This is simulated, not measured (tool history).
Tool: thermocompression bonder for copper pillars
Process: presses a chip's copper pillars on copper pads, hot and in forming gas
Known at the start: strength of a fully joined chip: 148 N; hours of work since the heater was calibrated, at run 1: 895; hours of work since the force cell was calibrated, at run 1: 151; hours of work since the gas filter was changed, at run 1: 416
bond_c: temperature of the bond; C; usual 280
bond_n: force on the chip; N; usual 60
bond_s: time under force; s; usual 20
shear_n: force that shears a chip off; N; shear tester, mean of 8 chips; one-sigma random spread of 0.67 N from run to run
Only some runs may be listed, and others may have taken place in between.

run	hour	bond_c	bond_n	bond_s	hours of work since the heater was calibrated	hours of work since the force cell was calibrated	hours of work since the gas filter was changed	shear_n
1	0	280	60	20	895	151	416	70.3
2	5.8	280	60	20	897	153	418	71.7
3	13.7	280	60	20	901	156	421	70.8
4	21.1	280	60	20	904	159	424	70.6
5	29.3	280	60	20	907	163	428	70.6
6	38.4	280	60	42	911	167	432	89.5
7	47.7	280	60	20	915	170	435	70.9
8	53.7	280	60	20	917	173	438	70.1
9	58.4	270	60	20	919	175	440	62.9
10	65.9	280	60	20	922	178	443	68.8
11	72	259	60	20	925	181	446	54.9
# hour 77.3: forming gas filter changed
12	81.9	259	60	20	929	184	2	60.7
13	90.4	273	60	20	932	188	5	71.9
14	98.5	273	60	20	936	191	9	71.8
15	103.5	273	60	20	938	193	11	72.1
16	109.8	273	60	20	940	196	14	72.8
17	113.8	280	60	16	942	198	15	71.5
18	119.9	280	60	30	944	200	18	88
19	125.6	280	60	20	947	203	20	77
20	131.2	280	63	44	949	205	22	99.3
21	136.8	285	48	34	951	207	25	84.9
22	145.5	281	81	20	955	211	28	89.8
23	154.8	281	83	20	959	215	32	92.7
24	159.4	305	83	41	961	217	34	127.6
25	168.5	305	83	41	965	220	38	127.6
26	175.2	307	60	20	967	223	41	98.1
27	184.7	268	61	31	971	227	45	78.7
28	191.8	270	84	56	974	230	48	108.2
29	198	270	84	56	977	233	50	109.3
30	202.9	294	45	12	979	235	52	63.5
31	210.2	294	45	12	982	238	55	63.2
32	216.8	310	67	19	985	240	58	104
33	222.4	310	67	19	987	243	60	103.8
34	229.1	310	67	15	990	246	63	96.2
35	235.8	310	67	15	993	248	66	96.7
36	242	291	67	15	995	251	68	82.6
37	249	291	67	15	998	254	71	82.2
38	253.9	280	67	46	1000	256	73	104.5

5 options for the next run, each taken on its own from the tool as it stands now. Forecast them:
A	258.3	287	53	20	1002	258	75	?
B	258.3	298	51	58	1002	258	75	?
C	258.3	262	85	13	1002	258	75	?
D	258.3	280	55	23	1002	258	75	?
E	258.3	258	41	40	1002	258	75	?

run	shear_n
A	77
B	112.6
C	64.1
D	75.5
E	60.8
Take away the tool's hidden state, keep each run's random variation, and the runs would have read:
run	shear_n
A	84
B	119.7
C	71
D	82.6
E	67.6

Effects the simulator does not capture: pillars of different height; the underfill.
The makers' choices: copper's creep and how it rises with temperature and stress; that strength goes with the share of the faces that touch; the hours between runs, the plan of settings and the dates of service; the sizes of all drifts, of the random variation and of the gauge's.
